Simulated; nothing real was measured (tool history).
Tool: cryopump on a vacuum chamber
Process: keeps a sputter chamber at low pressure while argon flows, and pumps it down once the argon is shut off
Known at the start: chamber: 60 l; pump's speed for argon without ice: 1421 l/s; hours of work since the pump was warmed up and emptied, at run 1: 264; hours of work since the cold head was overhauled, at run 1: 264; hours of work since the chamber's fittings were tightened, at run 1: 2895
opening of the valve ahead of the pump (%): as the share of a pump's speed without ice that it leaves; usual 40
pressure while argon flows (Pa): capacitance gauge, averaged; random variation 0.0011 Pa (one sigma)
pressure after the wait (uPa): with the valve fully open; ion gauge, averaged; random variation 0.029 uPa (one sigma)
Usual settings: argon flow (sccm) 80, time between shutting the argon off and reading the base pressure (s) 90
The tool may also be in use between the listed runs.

run	hour	argon flow (sccm)	time between shutting the argon off and reading the base pressure (s)	opening of the valve ahead of the pump (%)	hours of work since the pump was warmed up and emptied	hours of work since the cold head was overhauled	hours of work since the chamber's fittings were tightened	pressure while argon flows (Pa)	pressure after the wait (uPa)
1	0	80	90	40	264	264	2895	0.2452	2.96
2	25.7	80	90	24	281	281	2912	0.4056	2.88
3	63.6	80	90	24	306	306	2937	0.4079	2.91
4	113.9	80	90	24	339	339	2970	0.4084	2.86
5	142.6	80	90	24	358	358	2989	0.4072	2.99
6	174.2	57	90	24	379	379	3010	0.2894	3.07
7	228.6	57	90	24	415	415	3045	0.2908	2.99
8	278.2	57	90	24	447	447	3078	0.2924	3.04
9	317.6	57	90	24	473	473	3104	0.2939	3.1
10	344.5	57	90	24	491	491	3122	0.2953	3.08
11	398.3	53	35	18	526	526	3157	0.364	4.99

3 ways to go on from here, each from the tool as it stands after run 11. What would each give?
A	438.4	56	90	40	553	553	3183	?	?
B	438.4	33	90	40	553	553	3183	?	?
C	438.4	56	101	26	553	553	3183	?	?

run	pressure while argon flows (Pa)	pressure after the wait (uPa)
A	0.179	3.19
B	0.1056	3.24
C	0.2678	3.08
Without the tool's hidden state the same runs would have given:
run	pressure while argon flows (Pa)	pressure after the wait (uPa)
A	0.1659	1.37
B	0.0979	1.41
C	0.2547	1.26
